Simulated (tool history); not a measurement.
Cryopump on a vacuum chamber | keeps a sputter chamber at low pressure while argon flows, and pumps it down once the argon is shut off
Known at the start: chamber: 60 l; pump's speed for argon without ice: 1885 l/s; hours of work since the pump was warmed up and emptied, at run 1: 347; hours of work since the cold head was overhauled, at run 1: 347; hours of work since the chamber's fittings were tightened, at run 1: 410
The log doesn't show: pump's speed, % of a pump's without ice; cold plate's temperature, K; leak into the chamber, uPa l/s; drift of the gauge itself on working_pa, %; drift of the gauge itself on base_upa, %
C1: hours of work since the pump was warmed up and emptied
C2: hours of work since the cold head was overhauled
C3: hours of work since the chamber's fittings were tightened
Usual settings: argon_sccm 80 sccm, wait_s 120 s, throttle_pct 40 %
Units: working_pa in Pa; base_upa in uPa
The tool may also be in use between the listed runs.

run 1 hour=0 | argon_sccm=80 wait_s=120 throttle_pct=40 | C1=347 C2=347 C3=410 | working_pa=0.1843 base_upa=0.83
run 2 hour=31.9 | argon_sccm=80 wait_s=120 throttle_pct=40 | C1=367 C2=367 C3=430 | working_pa=0.1855 base_upa=0.82
run 3 hour=60.6 | argon_sccm=80 wait_s=120 throttle_pct=40 | C1=385 C2=385 C3=448 | working_pa=0.1853 base_upa=0.87
run 4 hour=95.3 | argon_sccm=80 wait_s=120 throttle_pct=40 | C1=406 C2=406 C3=470 | working_pa=0.1859 base_upa=0.88
run 5 hour=126.1 | argon_sccm=80 wait_s=120 throttle_pct=40 | C1=426 C2=426 C3=489 | working_pa=0.1856 base_upa=0.89
run 6 hour=141.8 | argon_sccm=80 wait_s=120 throttle_pct=40 | C1=436 C2=436 C3=499 | working_pa=0.186 base_upa=0.84
run 7 hour=166.2 | argon_sccm=124 wait_s=120 throttle_pct=40 | C1=451 C2=451 C3=514 | working_pa=0.2856 base_upa=0.9
run 8 hour=183.3 | argon_sccm=65 wait_s=120 throttle_pct=40 | C1=462 C2=462 C3=525 | working_pa=0.1516 base_upa=0.92
run 9 hour=204.4 | argon_sccm=65 wait_s=120 throttle_pct=40 | C1=475 C2=475 C3=538 | working_pa=0.1514 base_upa=0.99
run 10 hour=231.4 | argon_sccm=65 wait_s=120 throttle_pct=40 | C1=492 C2=492 C3=555 | working_pa=0.1516 base_upa=0.94
run 11 hour=260.2 | argon_sccm=65 wait_s=120 throttle_pct=40 | C1=510 C2=510 C3=573 | working_pa=0.1516 base_upa=1.04
run 12 hour=290.4 | argon_sccm=80 wait_s=120 throttle_pct=40 | C1=529 C2=529 C3=592 | working_pa=0.1877 base_upa=1.03
run 13 hour=328.7 | argon_sccm=118 wait_s=120 throttle_pct=40 | C1=553 C2=553 C3=616 | working_pa=0.2794 base_upa=1.04
run 14 hour=344.6 | argon_sccm=118 wait_s=120 throttle_pct=40 | C1=563 C2=563 C3=626 | working_pa=0.2765 base_upa=1.08
run 15 hour=367.7 | argon_sccm=80 wait_s=120 throttle_pct=29 | C1=577 C2=577 C3=640 | working_pa=0.2573 base_upa=1.11
run 16 hour=392.8 | argon_sccm=80 wait_s=120 throttle_pct=40 | C1=593 C2=593 C3=656 | working_pa=0.1891 base_upa=1.08
run 17 hour=412.5 | argon_sccm=80 wait_s=120 throttle_pct=40 | C1=605 C2=605 C3=668 | working_pa=0.1879 base_upa=1.03
run 18 hour=433.3 | argon_sccm=80 wait_s=91 throttle_pct=40 | C1=618 C2=618 C3=681 | working_pa=0.1875 base_upa=1.17
run 19 hour=459.3 | argon_sccm=36 wait_s=67 throttle_pct=26 | C1=635 C2=635 C3=698 | working_pa=0.1275 base_upa=1.34
run 20 hour=475.5 | argon_sccm=36 wait_s=67 throttle_pct=26 | C1=645 C2=645 C3=708 | working_pa=0.1282 base_upa=1.39
run 21 hour=495.5 | argon_sccm=79 wait_s=282 throttle_pct=47 | C1=657 C2=657 C3=721 | working_pa=0.1611 base_upa=0.95
run 22 hour=528.9 | argon_sccm=80 wait_s=193 throttle_pct=22 | C1=678 C2=678 C3=741 | working_pa=0.3368 base_upa=1.05
run 23 hour=548.4 | argon_sccm=84 wait_s=49 throttle_pct=58 | C1=691 C2=691 C3=754 | working_pa=0.1402 base_upa=1.64
run 24 hour=576.8 | argon_sccm=141 wait_s=132 throttle_pct=28 | C1=708 C2=708 C3=771 | working_pa=0.4689 base_upa=1.15
run 25 hour=610.7 | argon_sccm=80 wait_s=278 throttle_pct=19 | C1=730 C2=730 C3=793 | working_pa=0.3885 base_upa=0.99
run 26 hour=649.3 | argon_sccm=80 wait_s=278 throttle_pct=19 | C1=754 C2=754 C3=817 | working_pa=0.3888 base_upa=1.06
run 27 hour=668.7 | argon_sccm=33 wait_s=79 throttle_pct=21 | C1=766 C2=766 C3=829 | working_pa=0.1454 base_upa=1.39
run 28 hour=702.5 | argon_sccm=33 wait_s=79 throttle_pct=21 | C1=787 C2=787 C3=850 | working_pa=0.1453 base_upa=1.41
-- hour=737.5 pump warmed up, emptied and cooled again
run 29 hour=742.4 | argon_sccm=80 wait_s=123 throttle_pct=40 | C1=3 C2=809 C3=872 | working_pa=0.1808 base_upa=1.21
run 30 hour=777 | argon_sccm=80 wait_s=123 throttle_pct=40 | C1=25 C2=831 C3=894 | working_pa=0.1827 base_upa=1.15
run 31 hour=806 | argon_sccm=80 wait_s=137 throttle_pct=34 | C1=43 C2=849 C3=912 | working_pa=0.2133 base_upa=1.16
run 32 hour=827.1 | argon_sccm=80 wait_s=29 throttle_pct=58 | C1=56 C2=862 C3=925 | working_pa=0.1248 base_upa=2.17
run 33 hour=854.8 | argon_sccm=119 wait_s=144 throttle_pct=40 | C1=74 C2=879 C3=943 | working_pa=0.2711 base_upa=1.16
run 34 hour=890.8 | argon_sccm=45 wait_s=272 throttle_pct=40 | C1=96 C2=902 C3=965 | working_pa=0.1026 base_upa=1.09

The same runs without the tool's hidden state, with the same run-to-run variation:
run=1 working_pa=0.1792 base_upa=0.44
run=2 working_pa=0.1802 base_upa=0.42
run=3 working_pa=0.1797 base_upa=0.45
run=4 working_pa=0.18 base_upa=0.44
run=5 working_pa=0.1795 base_upa=0.43
run=6 working_pa=0.1797 base_upa=0.39
run=7 working_pa=0.2756 base_upa=0.42
run=8 working_pa=0.1462 base_upa=0.43
run=9 working_pa=0.1459 base_upa=0.48
run=10 working_pa=0.1459 base_upa=0.42
run=11 working_pa=0.1456 base_upa=0.48
run=12 working_pa=0.1801 base_upa=0.47
run=13 working_pa=0.2676 base_upa=0.46
run=14 working_pa=0.2646 base_upa=0.48
run=15 working_pa=0.249 base_upa=0.49
run=16 working_pa=0.1805 base_upa=0.44
run=17 working_pa=0.1793 base_upa=0.39
run=18 working_pa=0.1787 base_upa=0.51
run=19 working_pa=0.1234 base_upa=0.68
run=20 working_pa=0.124 base_upa=0.69
run=21 working_pa=0.1517 base_upa=0.25
run=22 working_pa=0.327 base_upa=0.32
run=23 working_pa=0.1298 base_upa=0.89
run=24 working_pa=0.4509 base_upa=0.41
run=25 working_pa=0.3779 base_upa=0.24
run=26 working_pa=0.3779 base_upa=0.26
run=27 working_pa=0.1408 base_upa=0.61
run=28 working_pa=0.1406 base_upa=0.58
run=29 working_pa=0.1799 base_upa=0.48
run=30 working_pa=0.1815 base_upa=0.4
run=31 working_pa=0.212 base_upa=0.38
run=32 working_pa=0.1233 base_upa=1.37
run=33 working_pa=0.2686 base_upa=0.38
run=34 working_pa=0.1015 base_upa=0.28
